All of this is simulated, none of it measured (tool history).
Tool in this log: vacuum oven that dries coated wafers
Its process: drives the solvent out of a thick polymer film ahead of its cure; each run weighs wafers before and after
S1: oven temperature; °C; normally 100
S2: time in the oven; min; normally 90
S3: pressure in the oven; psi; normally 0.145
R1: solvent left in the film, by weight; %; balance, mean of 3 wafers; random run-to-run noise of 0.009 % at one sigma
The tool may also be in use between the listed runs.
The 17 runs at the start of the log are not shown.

run,hour,S1,S2,S3,R1
18,369.8,100,90,0.145,1.596
19,391.3,100,90,0.145,1.59
20,408.8,100,90,0.207,1.665
21,436.7,100,90,0.207,1.685
22,466.7,100,90,0.207,1.679
23,481,100,82,0.467,2.312
24,510.2,100,48,0.251,3.906
25,538.4,100,48,0.251,3.901
26,551.8,100,90,0.416,1.975
27,573.5,98,94,0.145,1.813
28,591.7,98,94,0.145,1.805
29,610.9,95,149,0.234,1.3
30,630.1,95,149,0.234,1.301
31,660,102,95,0.093,1.066
32,675,102,161,0.145,0.448
33,703.9,100,127,0.146,0.83
34,718.8,100,52,0.094,3.403
35,745.8,100,52,0.254,3.59
36,763.6,109,118,0.122,0.279
37,780,98,76,0.102,2.415
38,804.8,108,110,0.145,0.403
39,834.6,104,110,0.305,0.882

Consider 3 possible next runs. They are alternatives, not a sequence: every one starts from the tool as it was left by run 39. What does each give?
A,850.4,100,144,0.145,?
B,850.4,104,110,0.129,?
C,850.4,100,57,0.145,?

run,R1
A,0.647
B,0.645
C,3.099
With no hidden state in the tool, these same runs would have given:
run,R1
A,0.539
B,0.545
C,2.932
